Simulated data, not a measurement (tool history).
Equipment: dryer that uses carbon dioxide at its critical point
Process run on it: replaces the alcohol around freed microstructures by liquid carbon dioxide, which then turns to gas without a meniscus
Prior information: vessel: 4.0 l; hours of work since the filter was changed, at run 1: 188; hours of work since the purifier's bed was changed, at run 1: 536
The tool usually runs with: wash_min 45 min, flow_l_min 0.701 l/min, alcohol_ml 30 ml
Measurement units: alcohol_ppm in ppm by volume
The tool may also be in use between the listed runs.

run	day	wash_min	flow_l_min	alcohol_ml	hours of work since the filter was changed	hours of work since the purifier's bed was changed	alcohol_ppm
1	0.000	45	0.701	30	188	536	53
2	0.717	45	0.701	30	198	545	52
3	2.112	45	0.701	30	217	564	57
4	3.871	45	0.701	30	240	587	59
5	5.479	45	0.585	30	261	609	76
6	6.867	45	0.585	30	280	627	76
7	7.962	45	0.585	30	295	642	78
8	8.950	45	1.131	30	308	655	54
9	10.008	32	0.701	30	322	669	113
10	11.658	45	0.701	30	344	691	69
11	12.533	45	0.701	30	356	703	68
12	13.596	45	0.816	30	370	717	71
# day 13.767: inlet filter changed
13	15.254	45	0.816	30	20	739	67
14	16.958	56	0.813	60	43	762	70
# day 17.988: purifier's bed changed
15	18.592	66	0.570	51	63	8	10
16	19.400	66	0.570	51	74	19	13
17	20.862	33	0.823	34	93	38	22
18	21.771	33	0.701	30	105	51	48
19	22.921	42	0.479	23	121	66	62
20	24.329	42	0.479	23	139	85	61
21	25.638	37	0.701	30	157	102	37
22	27.246	45	0.919	47	178	124	21
23	28.225	45	0.549	30	191	137	46
24	29.017	34	0.959	24	202	147	21
25	30.800	34	0.959	24	226	171	26
26	31.617	34	0.701	34	237	182	61

Consider 5 possible next runs. They are alternatives, not a sequence: every one starts from the tool as it was left by run 26. What does each give?
A	32.883	42	1.024	86	254	199	?
B	32.883	63	0.662	34	254	199	?
C	32.883	43	0.845	20	254	199	?
D	32.883	45	0.701	26	254	199	?
E	32.883	45	0.855	30	254	199	?

run	alcohol_ppm
A	29
B	22
C	23
D	30
E	23
With no hidden state in the tool, these same runs would have given:
run	alcohol_ppm
A	10
B	3
C	4
D	10
E	4
